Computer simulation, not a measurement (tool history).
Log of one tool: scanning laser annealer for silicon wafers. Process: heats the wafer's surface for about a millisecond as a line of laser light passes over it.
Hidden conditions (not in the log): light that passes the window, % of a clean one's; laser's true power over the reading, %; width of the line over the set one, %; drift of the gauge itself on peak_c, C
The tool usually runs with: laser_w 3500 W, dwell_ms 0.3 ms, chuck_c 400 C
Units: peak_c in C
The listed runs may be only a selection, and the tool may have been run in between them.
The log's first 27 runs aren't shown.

run   hour  laser_w  dwell_ms  chuck_c  hours of work since the window was cleaned  hours of work since the power meter was calibrated  hours of work since the optics were aligned  peak_c
 28  208.8     3500     0.217      416                                          43                                                 203                                          380    1017
 29  220.1     3500       0.3      368                                          50                                                 210                                          388    1071
 30  230.8     3681     0.289      427                                          57                                                 217                                          395    1165
 31  238.3     3246      0.22      369                                          62                                                 222                                          400     915
 32  249.8     3786     0.231      387                                          70                                                 230                                          407    1069
 33  260.7     3780       0.3      382                                          77                                                 237                                          415    1160
 34  272.2     3808     0.312      374                                          85                                                 245                                          422    1175
 35  278.6     3808     0.312      374                                          89                                                 249                                          427    1171
 36  284.4     3500       0.3      362                                          93                                                 253                                          430    1064
 37  295.9     3650     0.283      388                                         101                                                 261                                          438    1105
 38  303.3     3724       0.3      400                                         106                                                 266                                          443    1160
 39    310     3800     0.285      436                                         110                                                 270                                          447    1198

Run 40, settings as shown, results not yet in. Your forecast:
 40  317.1     3082       0.3      413                                         115                                                 275                                          452       ?

peak_c: 1004 C
Had the tool carried no hidden state, the very same run would have given peak_c 1023 C.

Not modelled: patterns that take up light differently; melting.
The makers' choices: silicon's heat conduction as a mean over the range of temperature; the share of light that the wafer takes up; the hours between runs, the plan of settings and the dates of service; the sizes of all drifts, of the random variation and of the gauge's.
